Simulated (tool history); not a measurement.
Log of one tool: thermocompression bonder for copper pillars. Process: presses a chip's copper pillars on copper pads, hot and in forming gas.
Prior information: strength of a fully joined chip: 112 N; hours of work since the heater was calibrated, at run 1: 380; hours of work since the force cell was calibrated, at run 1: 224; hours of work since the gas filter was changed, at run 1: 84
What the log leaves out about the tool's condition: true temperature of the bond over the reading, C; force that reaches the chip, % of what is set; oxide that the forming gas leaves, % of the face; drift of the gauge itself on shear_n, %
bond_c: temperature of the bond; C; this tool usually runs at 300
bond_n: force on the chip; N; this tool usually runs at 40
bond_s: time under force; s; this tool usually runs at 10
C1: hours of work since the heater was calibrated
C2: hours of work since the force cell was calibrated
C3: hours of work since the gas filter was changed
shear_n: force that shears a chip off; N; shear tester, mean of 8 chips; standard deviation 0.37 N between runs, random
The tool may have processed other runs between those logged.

Run 1, hour 0: usual settings; C1 380; C2 224; C3 84. Result: shear_n 84 N.
Run 2, hour 15.2: usual settings; C1 388; C2 232; C3 92. Result: shear_n 83.7 N.
Run 3, hour 34.5: usual settings; C1 397; C2 242; C3 102. Result: shear_n 83.7 N.
Run 4, hour 48: usual settings but bond_c 328 C; C1 404; C2 249; C3 109. Result: shear_n 97 N.
Run 5, hour 65.1: usual settings but bond_c 328 C; C1 413; C2 257; C3 118. Result: shear_n 97.4 N.
Run 6, hour 75.2: usual settings but bond_c 328 C; C1 418; C2 263; C3 123. Result: shear_n 96.5 N.
Run 7, hour 89.1: usual settings but bond_s 12 s; C1 425; C2 270; C3 130. Result: shear_n 85.9 N.
Run 8, hour 103.5: usual settings but bond_n 34 N; C1 433; C2 277; C3 137. Result: shear_n 78.5 N.

Run 9 has not been measured yet. What should we expect?
At hour 106.3: force cell calibrated.
Run 9, hour 122.9: usual settings but bond_n 34 N; C1 442; C2 9; C3 146. Result: shear_n ?.

shear_n: 77.7 N
Were there no unlogged condition in the tool, this run, its random variation unchanged, would have produced shear_n 78.4 N.
